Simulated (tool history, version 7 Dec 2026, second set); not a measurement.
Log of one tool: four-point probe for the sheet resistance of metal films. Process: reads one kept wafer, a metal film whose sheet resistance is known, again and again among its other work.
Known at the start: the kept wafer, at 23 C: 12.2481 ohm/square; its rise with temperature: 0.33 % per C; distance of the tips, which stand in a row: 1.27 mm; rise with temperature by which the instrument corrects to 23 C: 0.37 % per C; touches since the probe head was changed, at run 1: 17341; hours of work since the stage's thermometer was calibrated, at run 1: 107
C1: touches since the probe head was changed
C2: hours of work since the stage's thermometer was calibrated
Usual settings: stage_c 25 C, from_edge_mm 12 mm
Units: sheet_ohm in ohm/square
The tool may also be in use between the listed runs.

{"run": 1, "hour": 0.0, "stage_c": 25, "from_edge_mm": 12, "C1": 17341, "C2": 107, "sheet_ohm": 12.350038}
{"run": 2, "hour": 120.1, "stage_c": 25, "from_edge_mm": 12, "C1": 20378, "C2": 162, "sheet_ohm": 12.344626}
{"run": 3, "hour": 236.7, "stage_c": 25, "from_edge_mm": 12, "C1": 23326, "C2": 216, "sheet_ohm": 12.349621}
{"run": 4, "hour": 353.5, "stage_c": 22, "from_edge_mm": 12, "C1": 26281, "C2": 270, "sheet_ohm": 12.350867}
{"run": 5, "hour": 420.4, "stage_c": 25, "from_edge_mm": 12, "C1": 27973, "C2": 301, "sheet_ohm": 12.337161}
{"run": 6, "hour": 504.7, "stage_c": 25, "from_edge_mm": 12, "C1": 30106, "C2": 340, "sheet_ohm": 12.336438}
{"run": 7, "hour": 586.8, "stage_c": 25, "from_edge_mm": 12, "C1": 32182, "C2": 378, "sheet_ohm": 12.331956}
{"run": 8, "hour": 726.4, "stage_c": 25, "from_edge_mm": 12, "C1": 35711, "C2": 443, "sheet_ohm": 12.334451}
{"run": 9, "hour": 861.3, "stage_c": 20, "from_edge_mm": 12, "C1": 39122, "C2": 505, "sheet_ohm": 12.352491}
{"run": 10, "hour": 979.9, "stage_c": 20, "from_edge_mm": 12, "C1": 42122, "C2": 560, "sheet_ohm": 12.346561}
{"run": 11, "hour": 1117.2, "stage_c": 29, "from_edge_mm": 6, "C1": 45594, "C2": 623, "sheet_ohm": 12.511042}
{"run": 12, "hour": 1174.7, "stage_c": 25, "from_edge_mm": 4, "C1": 47049, "C2": 650, "sheet_ohm": 12.867206}
{"run": 13, "hour": 1284.5, "stage_c": 23, "from_edge_mm": 62, "C1": 49826, "C2": 700, "sheet_ohm": 12.250791}
{"run": 14, "hour": 1408.8, "stage_c": 23, "from_edge_mm": 62, "C1": 52970, "C2": 758, "sheet_ohm": 12.245922}
{"run": 15, "hour": 1494.4, "stage_c": 23, "from_edge_mm": 62, "C1": 55134, "C2": 797, "sheet_ohm": 12.239641}
{"run": 16, "hour": 1636.9, "stage_c": 20, "from_edge_mm": 3, "C1": 58737, "C2": 863, "sheet_ohm": 13.3213}
{"run": 17, "hour": 1745.0, "stage_c": 22, "from_edge_mm": 29, "C1": 61474, "C2": 913, "sheet_ohm": 12.248446}
{"run": 18, "hour": 1876.3, "stage_c": 26, "from_edge_mm": 29, "C1": 64794, "C2": 974, "sheet_ohm": 12.228974}
{"run": 19, "hour": 1972.2, "stage_c": 21, "from_edge_mm": 59, "C1": 67218, "C2": 1018, "sheet_ohm": 12.238407}

Forecast each of these 4 alternatives for the next run:
{"run": "A", "hour": 2047.8, "stage_c": 33, "from_edge_mm": 59, "C1": 69129, "C2": 1053, "sheet_ohm": "?"}
{"run": "B", "hour": 2047.8, "stage_c": 22, "from_edge_mm": 10, "C1": 69129, "C2": 1053, "sheet_ohm": "?"}
{"run": "C", "hour": 2047.8, "stage_c": 35, "from_edge_mm": 54, "C1": 69129, "C2": 1053, "sheet_ohm": "?"}
{"run": "D", "hour": 2047.8, "stage_c": 23, "from_edge_mm": 48, "C1": 69129, "C2": 1053, "sheet_ohm": "?"}

run=A sheet_ohm=12.175614
run=B sheet_ohm=12.338656
run=C sheet_ohm=12.171990
run=D sheet_ohm=12.226611
Without the tool's hidden state the same runs would have given:
run=A sheet_ohm=12.200613
run=B sheet_ohm=12.364165
run=C sheet_ohm=12.196948
run=D sheet_ohm=12.251883
